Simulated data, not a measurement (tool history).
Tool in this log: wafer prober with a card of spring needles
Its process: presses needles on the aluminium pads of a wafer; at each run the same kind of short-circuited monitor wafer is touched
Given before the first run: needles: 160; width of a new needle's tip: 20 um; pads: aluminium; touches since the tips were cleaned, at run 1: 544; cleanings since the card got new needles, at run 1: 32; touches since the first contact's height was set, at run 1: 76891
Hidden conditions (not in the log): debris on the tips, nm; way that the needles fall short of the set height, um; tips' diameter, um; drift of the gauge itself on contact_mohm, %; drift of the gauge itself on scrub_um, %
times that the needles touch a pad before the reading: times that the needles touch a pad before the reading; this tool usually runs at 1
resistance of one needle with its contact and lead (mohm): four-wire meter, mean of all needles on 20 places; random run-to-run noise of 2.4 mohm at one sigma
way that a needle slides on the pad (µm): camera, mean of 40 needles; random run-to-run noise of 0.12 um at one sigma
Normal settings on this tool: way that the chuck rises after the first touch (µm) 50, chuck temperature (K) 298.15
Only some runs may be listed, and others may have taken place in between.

| run | hour | way that the chuck rises after the first touch (µm) | chuck temperature (K) | times that the needles touch a pad before the reading | touches since the tips were cleaned | cleanings since the card got new needles | touches since the first contact's height was set | resistance of one needle with its contact and lead (mohm) | way that a needle slides on the pad (µm) |
|---|---|---|---|---|---|---|---|---|---|
| 1 | 0 | 50 | 298.15 | 1 | 544 | 32 | 76891 | 338 | 7.3 |
|  | 3.5 | tips cleaned on abrasive film |
|  | 9.3 | tips cleaned on abrasive film |
|  | 15 | tips cleaned on abrasive film |
|  | 19.6 | tips cleaned on abrasive film |
|  | 24.2 | tips cleaned on abrasive film |
|  | 30 | tips cleaned on abrasive film |
|  | 34.6 | tips cleaned on abrasive film |
|  | 40.4 | tips cleaned on abrasive film |
|  | 45.7 | tips cleaned on abrasive film |
| 2 | 45.7 | 50 | 298.15 | 1 | 0 | 41 | 96649 | 299 | 7.06 |
|  | 50.3 | tips cleaned on abrasive film |
|  | 56.1 | tips cleaned on abrasive film |
|  | 61.8 | tips cleaned on abrasive film |
|  | 67.5 | tips cleaned on abrasive film |
| 3 | 69.7 | 32 | 298.15 | 1 | 929 | 45 | 107051 | 586 | 4.29 |
|  | 73.1 | tips cleaned on abrasive film |
|  | 77.8 | tips cleaned on abrasive film |
|  | 83.5 | tips cleaned on abrasive film |
|  | 89.3 | tips cleaned on abrasive film |
|  | 95 | tips cleaned on abrasive film |
|  | 100.8 | tips cleaned on abrasive film |
|  | 105.4 | tips cleaned on abrasive film |
|  | 111.1 | tips cleaned on abrasive film |
| 4 | 111.1 | 36 | 298.15 | 1 | 0 | 53 | 124996 | 357 | 4.77 |
|  | 116.9 | tips cleaned on abrasive film |
|  | 122.6 | tips cleaned on abrasive film |
|  | 127.2 | tips cleaned on abrasive film |
|  | 133 | tips cleaned on abrasive film |
|  | 138.7 | tips cleaned on abrasive film |
|  | 143.4 | tips cleaned on abrasive film |
|  | 149.1 | tips cleaned on abrasive film |
| 5 | 153.1 | 36 | 298.15 | 1 | 1762 | 60 | 143210 | 657 | 4.44 |
|  | 154.3 | tips cleaned on abrasive film |
|  | 160.1 | tips cleaned on abrasive film |
|  | 165.8 | tips cleaned on abrasive film |
|  | 171.6 | tips cleaned on abrasive film |
|  | 176.2 | tips cleaned on abrasive film |
| 6 | 179.5 | 36 | 298.15 | 1 | 1462 | 65 | 154644 | 657 | 4.47 |
|  | 181.9 | tips cleaned on abrasive film |
|  | 186.5 | tips cleaned on abrasive film |
|  | 192.3 | tips cleaned on abrasive film |
|  | 198 | tips cleaned on abrasive film |
|  | 203.7 | tips cleaned on abrasive film |
|  | 209.5 | tips cleaned on abrasive film |
|  | 215.2 | tips cleaned on abrasive film |
| 7 | 215.9 | 36 | 298.15 | 1 | 298 | 72 | 170397 | 447 | 4.21 |
|  | 220.5 | tips cleaned on abrasive film |
|  | 225.2 | tips cleaned on abrasive film |
|  | 230.9 | tips cleaned on abrasive film |
|  | 236.7 | tips cleaned on abrasive film |
|  | 241.3 | tips cleaned on abrasive film |
| 8 | 243.6 | 36 | 298.15 | 1 | 1011 | 77 | 182376 | 571 | 4.24 |
|  | 245.9 | tips cleaned on abrasive film |
|  | 251.7 | tips cleaned on abrasive film |
|  | 257.4 | tips cleaned on abrasive film |
|  | 262.1 | tips cleaned on abrasive film |
|  | 267.8 | tips cleaned on abrasive film |
| 9 | 271.8 | 36 | 298.15 | 1 | 1765 | 82 | 194611 | 725 | 4.06 |
|  | 273 | tips cleaned on abrasive film |
|  | 278.8 | tips cleaned on abrasive film |
|  | 284.5 | tips cleaned on abrasive film |
|  | 289.4 | height of the first contact set anew |
|  | 290.6 | tips cleaned on abrasive film |
|  | 296.3 | tips cleaned on abrasive film |
|  | 302.1 | tips cleaned on abrasive film |
|  | 307.8 | tips cleaned on abrasive film |
|  | 313.6 | tips cleaned on abrasive film |
|  | 318.2 | tips cleaned on abrasive film |
| 10 | 319.2 | 36 | 298.15 | 1 | 447 | 91 | 12912 | 403 | 5.33 |
|  | 323.8 | tips cleaned on abrasive film |
|  | 329.6 | tips cleaned on abrasive film |
|  | 335.3 | tips cleaned on abrasive film |
|  | 341.1 | tips cleaned on abrasive film |
|  | 346.8 | tips cleaned on abrasive film |
|  | 351.5 | tips cleaned on abrasive film |
|  | 357.2 | tips cleaned on abrasive film |
|  | 363 | tips cleaned on abrasive film |
|  | 367.6 | tips cleaned on abrasive film |
| 11 | 368.1 | 36 | 298.15 | 1 | 213 | 100 | 34065 | 378 | 5.25 |
|  | 372.7 | tips cleaned on abrasive film |
|  | 378.4 | tips cleaned on abrasive film |
|  | 384.2 | tips cleaned on abrasive film |
|  | 388.8 | tips cleaned on abrasive film |
|  | 394.5 | tips cleaned on abrasive film |
|  | 400.3 | tips cleaned on abrasive film |
|  | 406 | tips cleaned on abrasive film |
|  | 411.8 | tips cleaned on abrasive film |
| 12 | 414.2 | 50 | 298.15 | 1 | 1066 | 108 | 54076 | 384 | 7.19 |
|  | 416.6 | tips cleaned on abrasive film |
|  | 422.3 | tips cleaned on abrasive film |
|  | 428.1 | tips cleaned on abrasive film |
|  | 432.7 | tips cleaned on abrasive film |
|  | 438.4 | tips cleaned on abrasive film |
| 13 | 442.9 | 36 | 301.15 | 1 | 1982 | 113 | 66527 | 668 | 5.13 |
|  | 444.2 | tips cleaned on abrasive film |
|  | 448.8 | tips cleaned on abrasive film |
|  | 454.5 | tips cleaned on abrasive film |
|  | 459.1 | tips cleaned on abrasive film |
|  | 464.9 | tips cleaned on abrasive film |
|  | 470.6 | tips cleaned on abrasive film |
|  | 475.3 | tips cleaned on abrasive film |
|  | 481 | tips cleaned on abrasive film |
| 14 | 482.6 | 36 | 389.15 | 1 | 697 | 121 | 83677 | 527 | 5.1 |
|  | 486.1 | tips cleaned on abrasive film |
|  | 490.7 | tips cleaned on abrasive film |
|  | 496.5 | tips cleaned on abrasive film |
|  | 501.1 | tips cleaned on abrasive film |
|  | 506.8 | tips cleaned on abrasive film |
| 15 | 508.4 | 36 | 389.15 | 1 | 694 | 126 | 94842 | 530 | 5.04 |
|  | 511.9 | tips cleaned on abrasive film |
|  | 517.6 | tips cleaned on abrasive film |
|  | 522.3 | tips cleaned on abrasive film |
|  | 528 | tips cleaned on abrasive film |
|  | 532.6 | tips cleaned on abrasive film |
| 16 | 536.9 | 36 | 389.15 | 1 | 1903 | 131 | 107213 | 695 | 4.83 |
|  | 538.2 | tips cleaned on abrasive film |
|  | 543.9 | tips cleaned on abrasive film |
|  | 549.7 | tips cleaned on abrasive film |
|  | 555.4 | tips cleaned on abrasive film |
|  | 561.2 | tips cleaned on abrasive film |
|  | 565.8 | tips cleaned on abrasive film |
|  | 571.5 | tips cleaned on abrasive film |
|  | 577.3 | tips cleaned on abrasive film |
| 17 | 579.3 | 36 | 389.15 | 1 | 883 | 139 | 125546 | 576 | 4.56 |
|  | 582.8 | tips cleaned on abrasive film |
|  | 588.5 | tips cleaned on abrasive film |
|  | 594.3 | tips cleaned on abrasive film |
|  | 600 | tips cleaned on abrasive film |
|  | 605.8 | tips cleaned on abrasive film |
|  | 611.5 | tips cleaned on abrasive film |
|  | 617.3 | tips cleaned on abrasive film |
| 18 | 621.3 | 56 | 327.15 | 1 | 1793 | 146 | 143792 | 457 | 7.52 |
|  | 622.6 | tips cleaned on abrasive film |
|  | 628.3 | tips cleaned on abrasive film |
|  | 634.1 | tips cleaned on abrasive film |
|  | 639.8 | tips cleaned on abrasive film |
|  | 645.6 | tips cleaned on abrasive film |
|  | 651.3 | tips cleaned on abrasive film |
|  | 657.1 | tips cleaned on abrasive film |
| 19 | 657.4 | 40 | 298.15 | 1 | 131 | 153 | 159379 | 364 | 5.3 |
|  | 662 | tips cleaned on abrasive film |
|  | 666.6 | tips cleaned on abrasive film |
|  | 672.4 | tips cleaned on abrasive film |
|  | 678.1 | tips cleaned on abrasive film |
|  | 682.7 | tips cleaned on abrasive film |
|  | 688.5 | tips cleaned on abrasive film |
| 20 | 692 | 50 | 372.15 | 1 | 1567 | 159 | 174407 | 525 | 6.46 |
|  | 693.3 | tips cleaned on abrasive film |
|  | 699 | tips cleaned on abrasive film |
|  | 704.8 | tips cleaned on abrasive film |
|  | 710.5 | tips cleaned on abrasive film |
|  | 716.3 | tips cleaned on abrasive film |
| 21 | 718.4 | 50 | 393.15 | 1 | 961 | 164 | 185839 | 471 | 6.38 |

Alternative continuations, all from the tool just after run 21; predict every row:
|  | 721.9 | tips cleaned on abrasive film |
|  | 726.5 | tips cleaned on abrasive film |
|  | 732.3 | tips cleaned on abrasive film |
|  | 738 | tips cleaned on abrasive film |
|  | 743.8 | tips cleaned on abrasive film |
|  | 749.5 | tips cleaned on abrasive film |
|  | 755.3 | tips cleaned on abrasive film |
|  | 756.7 | height of the first contact set anew |
| A | 759.7 | 43 | 307.15 | 1 | 1802 | 171 | 1303 | ? | ? |
|  | 721.9 | tips cleaned on abrasive film |
|  | 726.5 | tips cleaned on abrasive film |
|  | 732.3 | tips cleaned on abrasive film |
|  | 738 | tips cleaned on abrasive film |
|  | 743.8 | tips cleaned on abrasive film |
|  | 749.5 | tips cleaned on abrasive film |
|  | 755.3 | tips cleaned on abrasive film |
|  | 756.7 | height of the first contact set anew |
| B | 759.7 | 52 | 317.15 | 2 | 1802 | 171 | 1303 | ? | ? |
|  | 721.9 | tips cleaned on abrasive film |
|  | 726.5 | tips cleaned on abrasive film |
|  | 732.3 | tips cleaned on abrasive film |
|  | 738 | tips cleaned on abrasive film |
|  | 743.8 | tips cleaned on abrasive film |
|  | 749.5 | tips cleaned on abrasive film |
|  | 755.3 | tips cleaned on abrasive film |
|  | 756.7 | height of the first contact set anew |
| C | 759.7 | 38 | 302.15 | 3 | 1802 | 171 | 1303 | ? | ? |
|  | 721.9 | tips cleaned on abrasive film |
|  | 726.5 | tips cleaned on abrasive film |
|  | 732.3 | tips cleaned on abrasive film |
|  | 738 | tips cleaned on abrasive film |
|  | 743.8 | tips cleaned on abrasive film |
|  | 749.5 | tips cleaned on abrasive film |
|  | 755.3 | tips cleaned on abrasive film |
|  | 756.7 | height of the first contact set anew |
| D | 759.7 | 44 | 303.15 | 1 | 1802 | 171 | 1303 | ? | ? |

| run | resistance of one needle with its contact and lead (mohm) | way that a needle slides on the pad (µm) |
|---|---|---|
| A | 518 | 6.62 |
| B | 385 | 8.08 |
| C | 410 | 5.9 |
| D | 506 | 6.72 |
Stripped of hidden state, with their random variation kept, the same runs would have yielded:
| run | resistance of one needle with its contact and lead (mohm) | way that a needle slides on the pad (µm) |
|---|---|---|
| A | 285 | 6.62 |
| B | 282 | 8.08 |
| C | 291 | 5.9 |
| D | 282 | 6.72 |
